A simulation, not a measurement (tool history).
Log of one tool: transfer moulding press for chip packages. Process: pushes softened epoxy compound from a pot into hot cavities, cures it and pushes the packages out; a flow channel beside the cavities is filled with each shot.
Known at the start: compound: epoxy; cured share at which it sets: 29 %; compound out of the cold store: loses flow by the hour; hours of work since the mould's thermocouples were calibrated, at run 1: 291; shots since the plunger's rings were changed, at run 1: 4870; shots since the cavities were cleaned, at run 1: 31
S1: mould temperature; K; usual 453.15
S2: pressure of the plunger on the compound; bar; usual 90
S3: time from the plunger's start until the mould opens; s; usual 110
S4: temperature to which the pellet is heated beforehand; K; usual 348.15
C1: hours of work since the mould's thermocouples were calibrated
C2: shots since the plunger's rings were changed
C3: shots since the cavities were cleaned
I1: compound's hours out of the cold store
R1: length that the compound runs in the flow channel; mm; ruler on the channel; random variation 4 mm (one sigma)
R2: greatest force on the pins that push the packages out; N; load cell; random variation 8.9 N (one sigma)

run 1 hour=0 | S1=453.15 S2=90 S3=110 S4=348.15 | C1=291 C2=4870 C3=31 | I1=43.1 | R1=539 R2=426
run 2 hour=14.9 | S1=453.15 S2=90 S3=110 S4=348.15 | C1=299 C2=5023 C3=184 | I1=20.1 | R1=597 R2=516
run 3 hour=26.6 | S1=453.15 S2=90 S3=110 S4=348.15 | C1=306 C2=5141 C3=302 | I1=45.3 | R1=532 R2=524
run 4 hour=35.3 | S1=453.15 S2=90 S3=110 S4=348.15 | C1=311 C2=5231 C3=392 | I1=32.6 | R1=558 R2=562
run 5 hour=43.7 | S1=453.15 S2=90 S3=110 S4=348.15 | C1=315 C2=5316 C3=477 | I1=28.9 | R1=568 R2=590
run 6 hour=60.9 | S1=453.15 S2=74.7 S3=110 S4=348.15 | C1=325 C2=5492 C3=653 | I1=43.8 | R1=488 R2=580
-- hour=67.5 cavities cleaned with cleaning compound and waxed
run 7 hour=69.9 | S1=453.15 S2=90 S3=110 S4=348.15 | C1=329 C2=5569 C3=25 | I1=23.1 | R1=586 R2=450
run 8 hour=82.3 | S1=453.15 S2=90 S3=110 S4=348.15 | C1=337 C2=5696 C3=152 | I1=47.1 | R1=521 R2=473
run 9 hour=90.6 | S1=453.15 S2=90 S3=110 S4=348.15 | C1=341 C2=5780 C3=236 | I1=24.5 | R1=581 R2=550
run 10 hour=106.5 | S1=453.15 S2=90 S3=110 S4=348.15 | C1=350 C2=5943 C3=399 | I1=46.3 | R1=511 R2=555
run 11 hour=123.8 | S1=453.15 S2=90 S3=110 S4=348.15 | C1=360 C2=6120 C3=576 | I1=29.9 | R1=560 R2=607
-- hour=137.1 mould's thermocouples calibrated
-- hour=139.5 cavities cleaned with cleaning compound and waxed
run 12 hour=141.9 | S1=453.15 S2=90 S3=110 S4=348.15 | C1=2 C2=6269 C3=24 | I1=19 | R1=592 R2=465
run 13 hour=150.2 | S1=453.15 S2=90 S3=110 S4=348.15 | C1=7 C2=6354 C3=109 | I1=20.3 | R1=587 R2=492
run 14 hour=164.2 | S1=453.15 S2=90 S3=110 S4=348.15 | C1=15 C2=6497 C3=252 | I1=22.6 | R1=575 R2=534
run 15 hour=181.9 | S1=453.15 S2=90 S3=110 S4=348.15 | C1=25 C2=6678 C3=433 | I1=21.3 | R1=569 R2=602
run 16 hour=197.4 | S1=453.15 S2=90 S3=110 S4=342.15 | C1=33 C2=6837 C3=592 | I1=35.8 | R1=535 R2=591
-- hour=209.5 cavities cleaned with cleaning compound and waxed
-- hour=215.4 plunger's sealing rings changed
run 17 hour=217.7 | S1=456.15 S2=90 S3=107 S4=342.15 | C1=43 C2=24 C3=58 | I1=11.4 | R1=696 R2=432
run 18 hour=235.8 | S1=456.15 S2=90 S3=107 S4=342.15 | C1=53 C2=209 C3=243 | I1=45.1 | R1=587 R2=497
run 19 hour=243.6 | S1=451.15 S2=78.6 S3=96 S4=341.15 | C1=57 C2=289 C3=323 | I1=47.8 | R1=537 R2=734
run 20 hour=257.1 | S1=455.15 S2=106.1 S3=107 S4=341.15 | C1=65 C2=426 C3=460 | I1=45.9 | R1=630 R2=540
run 21 hour=270.2 | S1=457.15 S2=69.5 S3=134 S4=344.15 | C1=73 C2=560 C3=594 | I1=23.3 | R1=568 R2=506
-- hour=281.9 cavities cleaned with cleaning compound and waxed
run 22 hour=284.4 | S1=453.15 S2=81.5 S3=110 S4=342.15 | C1=80 C2=690 C3=26 | I1=46.4 | R1=543 R2=436
run 23 hour=292.7 | S1=459.15 S2=85.8 S3=150 S4=342.15 | C1=85 C2=775 C3=111 | I1=45.5 | R1=560 R2=395
run 24 hour=310.6 | S1=449.15 S2=90 S3=110 S4=348.15 | C1=95 C2=958 C3=294 | I1=16.2 | R1=676 R2=669
run 25 hour=320.7 | S1=449.15 S2=90 S3=110 S4=348.15 | C1=101 C2=1062 C3=398 | I1=15.9 | R1=668 R2=716
run 26 hour=335 | S1=457.15 S2=85.1 S3=110 S4=348.15 | C1=109 C2=1207 C3=543 | I1=11.1 | R1=655 R2=539
-- hour=351.7 cavities cleaned with cleaning compound and waxed
run 27 hour=354.3 | S1=457.15 S2=85.1 S3=110 S4=348.15 | C1=119 C2=1389 C3=26 | I1=13.2 | R1=649 R2=403
run 28 hour=363.5 | S1=457.15 S2=85.1 S3=110 S4=348.15 | C1=124 C2=1483 C3=120 | I1=18.2 | R1=635 R2=436
run 29 hour=375.6 | S1=448.15 S2=85.1 S3=110 S4=348.15 | C1=131 C2=1607 C3=244 | I1=37.7 | R1=588 R2=636

Some steps in R1 between neighbouring runs. How much of each would the tool show without its hidden state too (settings, what came in, random variation), and how much is left for the hidden state, with any gauge scatter that isn't in both results?
The hidden state here: true mould temperature over the reading, C; pressure that reaches the compound, % of what is set; grip of the stained cavities, % over clean ones'; drift of the gauge itself on flow_mm, %; drift of the gauge itself on push_out_n, %.
Run 6 -> 7: S2 74.7 -> 90, cavities cleaned with cleaning compound and waxed. R1 +98 mm: hidden state -13, all else +111.
Run 16 -> 17: S1 453.15 -> 456.15, S3 110 -> 107, cavities cleaned with cleaning compound and waxed, plunger's sealing rings changed. R1 +161 mm: hidden state +82, all else +79.
Run 23 -> 24: S1 459.15 -> 449.15, S2 85.8 -> 90, S3 150 -> 110, S4 342.15 -> 348.15. R1 +116 mm: hidden state -4, all else +120.

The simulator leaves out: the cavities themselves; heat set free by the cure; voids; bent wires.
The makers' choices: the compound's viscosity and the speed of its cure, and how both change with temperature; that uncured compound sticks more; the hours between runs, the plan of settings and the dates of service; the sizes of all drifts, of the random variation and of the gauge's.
